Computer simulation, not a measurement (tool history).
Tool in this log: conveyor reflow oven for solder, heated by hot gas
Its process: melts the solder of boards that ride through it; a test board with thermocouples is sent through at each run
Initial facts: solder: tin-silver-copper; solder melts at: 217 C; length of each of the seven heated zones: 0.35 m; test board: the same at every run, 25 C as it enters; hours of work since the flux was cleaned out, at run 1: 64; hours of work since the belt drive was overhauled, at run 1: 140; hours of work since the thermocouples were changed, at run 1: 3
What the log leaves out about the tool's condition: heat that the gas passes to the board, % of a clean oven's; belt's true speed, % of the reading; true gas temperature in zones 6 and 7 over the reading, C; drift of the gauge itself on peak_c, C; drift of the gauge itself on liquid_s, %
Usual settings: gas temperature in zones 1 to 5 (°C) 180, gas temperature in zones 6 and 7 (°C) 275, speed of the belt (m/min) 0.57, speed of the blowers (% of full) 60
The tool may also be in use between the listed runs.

run   hour  gas temperature in zones 1 to 5 (°C)  gas temperature in zones 6 and 7 (°C)  speed of the belt (m/min)  speed of the blowers (% of full)  hours of work since the flux was cleaned out  hours of work since the belt drive was overhauled  hours of work since the thermocouples were changed  highest temperature of the board (°C)  time above the solder's melting point (s)
  1      0                                   180                                    275                       0.57                                60                                            64                                                140                                                   3                                  261.8                                       64.2
  2     25                                   180                                    275                       0.57                                60                                            75                                                151                                                  14                                  261.7                                       63.7
  3   45.1                                   180                                    275                       0.57                                60                                            84                                                160                                                  23                                  261.7                                       64.4
  4     60                                   180                                    275                       0.57                                60                                            90                                                167                                                  29                                  261.8                                       63.6
  5   83.5                                   180                                    275                       0.57                                60                                           101                                                177                                                  40                                    262                                       63.5
  6  104.2                                   180                                    275                       0.57                                60                                           110                                                186                                                  49                                  261.8                                       63.6
  7  126.9                                   180                                    275                       0.57                                60                                           120                                                196                                                  59                                  261.9                                       64.2
  8  144.8                                   180                                    275                       0.57                                60                                           127                                                204                                                  66                                  262.1                                       63.6
  9  169.8                                   180                                    275                       0.57                                60                                           138                                                215                                                  77                                  261.8                                       63.7
 10    181                                   180                                    275                       0.57                                60                                           143                                                219                                                  82                                  261.9                                       64.3
 11  205.9                                   180                                    275                       0.57                                60                                           154                                                230                                                  93                                  261.8                                       64.1
     219.4  -- flux residue cleaned out of gas plates and filters
 12  230.3                                   180                                    275                       0.57                                60                                             5                                                239                                                 102                                  262.3                                       63.7
 13    247                                   180                                    275                       0.57                                60                                            12                                                246                                                 109                                  262.2                                       63.6
 14  258.1                                   180                                    275                       0.57                                60                                            17                                                251                                                 114                                  262.1                                       63.7
 15  279.3                                   180                                    275                       0.57                                60                                            26                                                260                                                 123                                  262.1                                       63.6
 16  299.4                                   180                                    275                      0.512                                60                                            35                                                269                                                 132                                  264.8                                       73.3
 17  321.2                                   180                                    275                      0.546                                60                                            45                                                279                                                 141                                  263.4                                       67.5
 18  340.1                                   180                                    275                      0.546                                60                                            53                                                287                                                 150                                  263.2                                       68.8
 19  365.2                                   168                                    271                       0.65                                75                                            64                                                298                                                 161                                  255.8                                       49.3
 20    379                                   168                                    271                       0.65                                75                                            70                                                304                                                 167                                  255.7                                       49.6
 21  403.3                                   175                                    275                      0.504                                50                                            80                                                314                                                 177                                  262.6                                       71.2
 22  423.3                                   175                                    275                      0.504                                50                                            89                                                323                                                 186                                  262.6                                       71.4
 23  442.9                                   180                                    272                      0.606                                60                                            98                                                332                                                 195                                  257.8                                       57.9
 24  466.8                                   190                                    272                      0.513                                60                                           108                                                342                                                 205                                  263.2                                       76.6
 25  491.3                                   180                                    272                       0.57                                73                                           119                                                353                                                 216                                  261.7                                       64.5
 26  510.2                                   180                                    281                       0.57                                60                                           127                                                361                                                 224                                  267.5                                       66.7
 27  525.5                                   180                                    273                      0.544                                53                                           134                                                368                                                 231                                    260                                       65.5
 28  540.6                                   173                                    289                       0.57                                60                                           140                                                374                                                 237                                  273.7                                         68
 29  552.1                                   173                                    280                       0.54                                60                                           145                                                380                                                 242                                  267.3                                       68.6
 30  572.8                                   173                                    280                       0.54                                86                                           154                                                389                                                 251                                  271.9                                       70.9
     586.6  -- flux residue cleaned out of gas plates and filters
 31  597.4                                   173                                    280                       0.54                                86                                             5                                                397                                                 260                                  272.4                                       71.5

Each row is a separate what-if for the run after 31, all from the same tool condition, not one after another. Results?
  A  620.5                                   180                                    275                      0.509                                55                                            15                                                407                                                 270                                      ?                                          ?
  B  620.5                                   177                                    275                       0.57                                56                                            15                                                407                                                 270                                      ?                                          ?
  C  620.5                                   179                                    275                       0.57                                78                                            15                                                407                                                 270                                      ?                                          ?
  D  620.5                                   190                                    288                       0.54                                64                                            15                                                407                                                 270                                      ?                                          ?

run  highest temperature of the board (°C)  time above the solder's melting point (s)
  A                                  264.8                                       73.9
  B                                    261                                       62.3
  C                                  265.6                                       65.6
  D                                  278.3                                       78.4
Without the tool's unlogged condition, the same runs would have read:
run  highest temperature of the board (°C)  time above the solder's melting point (s)
  A                                    264                                       72.8
  B                                  260.2                                       61.2
  C                                  264.9                                       64.6
  D                                  277.5                                       77.4
